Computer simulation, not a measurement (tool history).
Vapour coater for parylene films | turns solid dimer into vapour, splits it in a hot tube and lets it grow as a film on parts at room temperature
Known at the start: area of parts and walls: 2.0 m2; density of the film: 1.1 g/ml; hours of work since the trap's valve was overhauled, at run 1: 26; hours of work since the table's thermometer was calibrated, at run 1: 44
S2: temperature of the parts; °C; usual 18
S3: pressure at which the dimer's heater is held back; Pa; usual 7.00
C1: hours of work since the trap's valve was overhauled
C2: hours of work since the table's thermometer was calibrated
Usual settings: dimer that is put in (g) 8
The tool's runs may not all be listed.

{"run": 1, "day": 0.0, "dimer that is put in (g)": 8, "S2": 18, "S3": 7.0, "C1": 26, "C2": 44, "thickness of the film (um)": 1.9}
{"run": 2, "day": 0.512, "dimer that is put in (g)": 8, "S2": 18, "S3": 7.0, "C1": 33, "C2": 51, "thickness of the film (um)": 1.93}
{"run": 3, "day": 1.012, "dimer that is put in (g)": 8, "S2": 18, "S3": 7.0, "C1": 40, "C2": 58, "thickness of the film (um)": 1.9}
{"run": 4, "day": 1.629, "dimer that is put in (g)": 8, "S2": 18, "S3": 4.01, "C1": 48, "C2": 66, "thickness of the film (um)": 2.07}
{"run": 5, "day": 1.992, "dimer that is put in (g)": 8, "S2": 18, "S3": 4.01, "C1": 53, "C2": 71, "thickness of the film (um)": 2.07}
{"run": 6, "day": 2.492, "dimer that is put in (g)": 5, "S2": 18, "S3": 4.01, "C1": 60, "C2": 78, "thickness of the film (um)": 1.29}
{"run": 7, "day": 2.85, "dimer that is put in (g)": 5, "S2": 18, "S3": 4.01, "C1": 65, "C2": 83, "thickness of the film (um)": 1.27}
{"run": 8, "day": 3.408, "dimer that is put in (g)": 8, "S2": 18, "S3": 7.0, "C1": 73, "C2": 90, "thickness of the film (um)": 1.88}
{"run": 9, "day": 4.021, "dimer that is put in (g)": 8, "S2": 18, "S3": 7.0, "C1": 81, "C2": 98, "thickness of the film (um)": 1.88}
{"run": 10, "day": 4.55, "dimer that is put in (g)": 8, "S2": 18, "S3": 7.0, "C1": 88, "C2": 106, "thickness of the film (um)": 1.87}
{"run": 11, "day": 5.212, "dimer that is put in (g)": 8, "S2": 18, "S3": 7.0, "C1": 97, "C2": 115, "thickness of the film (um)": 1.86}
{"run": 12, "day": 5.6, "dimer that is put in (g)": 8, "S2": 18, "S3": 3.37, "C1": 103, "C2": 120, "thickness of the film (um)": 2.1}
{"run": 13, "day": 6.067, "dimer that is put in (g)": 7, "S2": 18, "S3": 7.0, "C1": 109, "C2": 126, "thickness of the film (um)": 1.63}
{"run": 14, "day": 6.492, "dimer that is put in (g)": 4, "S2": 18, "S3": 7.0, "C1": 115, "C2": 132, "thickness of the film (um)": 0.93}
{"run": 15, "day": 7.183, "dimer that is put in (g)": 4, "S2": 18, "S3": 7.0, "C1": 124, "C2": 141, "thickness of the film (um)": 0.93}
{"run": 16, "day": 7.938, "dimer that is put in (g)": 8, "S2": 18, "S3": 2.96, "C1": 134, "C2": 152, "thickness of the film (um)": 2.12}
{"run": 17, "day": 8.708, "dimer that is put in (g)": 8, "S2": 18, "S3": 2.96, "C1": 145, "C2": 162, "thickness of the film (um)": 2.12}
{"day": 8.908, "done": "trap's valve overhauled"}
{"run": 18, "day": 9.3, "dimer that is put in (g)": 8, "S2": 18, "S3": 7.0, "C1": 5, "C2": 168, "thickness of the film (um)": 1.76}
{"run": 19, "day": 9.712, "dimer that is put in (g)": 8, "S2": 18, "S3": 7.0, "C1": 11, "C2": 174, "thickness of the film (um)": 1.77}
{"run": 20, "day": 10.483, "dimer that is put in (g)": 8, "S2": 26, "S3": 7.0, "C1": 21, "C2": 184, "thickness of the film (um)": 1.45}
{"run": 21, "day": 10.875, "dimer that is put in (g)": 8, "S2": 26, "S3": 7.0, "C1": 27, "C2": 189, "thickness of the film (um)": 1.43}
{"run": 22, "day": 11.342, "dimer that is put in (g)": 3, "S2": 20, "S3": 11.7, "C1": 33, "C2": 196, "thickness of the film (um)": 0.57}
{"day": 11.846, "done": "trap's valve overhauled, once more"}
{"run": 23, "day": 12.212, "dimer that is put in (g)": 4, "S2": 20, "S3": 7.0, "C1": 5, "C2": 205, "thickness of the film (um)": 0.91}
{"run": 24, "day": 12.717, "dimer that is put in (g)": 11, "S2": 16, "S3": 7.0, "C1": 12, "C2": 212, "thickness of the film (um)": 2.76}
{"run": 25, "day": 13.112, "dimer that is put in (g)": 11, "S2": 16, "S3": 7.0, "C1": 17, "C2": 218, "thickness of the film (um)": 2.75}
{"run": 26, "day": 13.471, "dimer that is put in (g)": 8, "S2": 21, "S3": 7.0, "C1": 22, "C2": 222, "thickness of the film (um)": 1.76}
{"run": 27, "day": 14.204, "dimer that is put in (g)": 8, "S2": 27, "S3": 4.16, "C1": 32, "C2": 232, "thickness of the film (um)": 1.63}
{"run": 28, "day": 14.992, "dimer that is put in (g)": 4, "S2": 27, "S3": 4.16, "C1": 43, "C2": 243, "thickness of the film (um)": 0.83}
{"run": 29, "day": 15.375, "dimer that is put in (g)": 5, "S2": 27, "S3": 7.04, "C1": 48, "C2": 248, "thickness of the film (um)": 0.93}
{"run": 30, "day": 16.088, "dimer that is put in (g)": 5, "S2": 27, "S3": 7.04, "C1": 58, "C2": 258, "thickness of the film (um)": 0.93}
{"run": 31, "day": 16.712, "dimer that is put in (g)": 7, "S2": 18, "S3": 8.71, "C1": 66, "C2": 267, "thickness of the film (um)": 1.58}
{"run": 32, "day": 17.317, "dimer that is put in (g)": 7, "S2": 18, "S3": 8.71, "C1": 74, "C2": 275, "thickness of the film (um)": 1.58}
{"run": 33, "day": 17.783, "dimer that is put in (g)": 9, "S2": 25, "S3": 7.0, "C1": 81, "C2": 281, "thickness of the film (um)": 1.75}
{"run": 34, "day": 18.338, "dimer that is put in (g)": 8, "S2": 12, "S3": 7.0, "C1": 88, "C2": 289, "thickness of the film (um)": 2.17}
{"run": 35, "day": 19.033, "dimer that is put in (g)": 13, "S2": 29, "S3": 5.44, "C1": 98, "C2": 298, "thickness of the film (um)": 2.36}
{"run": 36, "day": 19.796, "dimer that is put in (g)": 7, "S2": 29, "S3": 5.44, "C1": 108, "C2": 309, "thickness of the film (um)": 1.29}
{"run": 37, "day": 20.3, "dimer that is put in (g)": 7, "S2": 17, "S3": 5.44, "C1": 115, "C2": 315, "thickness of the film (um)": 1.72}
{"run": 38, "day": 21.1, "dimer that is put in (g)": 5, "S2": 29, "S3": 7.0, "C1": 126, "C2": 326, "thickness of the film (um)": 0.87}
{"run": 39, "day": 21.475, "dimer that is put in (g)": 8, "S2": 13, "S3": 9.48, "C1": 131, "C2": 331, "thickness of the film (um)": 1.96}
{"run": 40, "day": 22.008, "dimer that is put in (g)": 7, "S2": 14, "S3": 7.0, "C1": 138, "C2": 339, "thickness of the film (um)": 1.77}
{"run": 41, "day": 22.638, "dimer that is put in (g)": 7, "S2": 14, "S3": 7.0, "C1": 147, "C2": 347, "thickness of the film (um)": 1.74}
{"run": 42, "day": 23.075, "dimer that is put in (g)": 12, "S2": 18, "S3": 7.0, "C1": 153, "C2": 353, "thickness of the film (um)": 2.72}

4 ways to go on from here, each from the tool as it stands after run 42. What would each give?
{"run": "A", "day": 23.475, "dimer that is put in (g)": 10, "S2": 14, "S3": 7.0, "C1": 158, "C2": 359, "thickness of the film (um)": "?"}
{"run": "B", "day": 23.475, "dimer that is put in (g)": 12, "S2": 26, "S3": 7.0, "C1": 158, "C2": 359, "thickness of the film (um)": "?"}
{"run": "C", "day": 23.475, "dimer that is put in (g)": 12, "S2": 16, "S3": 10.37, "C1": 158, "C2": 359, "thickness of the film (um)": "?"}
{"run": "D", "day": 23.475, "dimer that is put in (g)": 10, "S2": 18, "S3": 7.0, "C1": 158, "C2": 359, "thickness of the film (um)": "?"}

run=A thickness_of_the_film_(um)=2.50
run=B thickness_of_the_film_(um)=2.21
run=C thickness_of_the_film_(um)=2.67
run=D thickness_of_the_film_(um)=2.24
Without the tool's hidden state the same runs would have given:
run=A thickness_of_the_film_(um)=2.65
run=B thickness_of_the_film_(um)=2.34
run=C thickness_of_the_film_(um)=2.84
run=D thickness_of_the_film_(um)=2.38
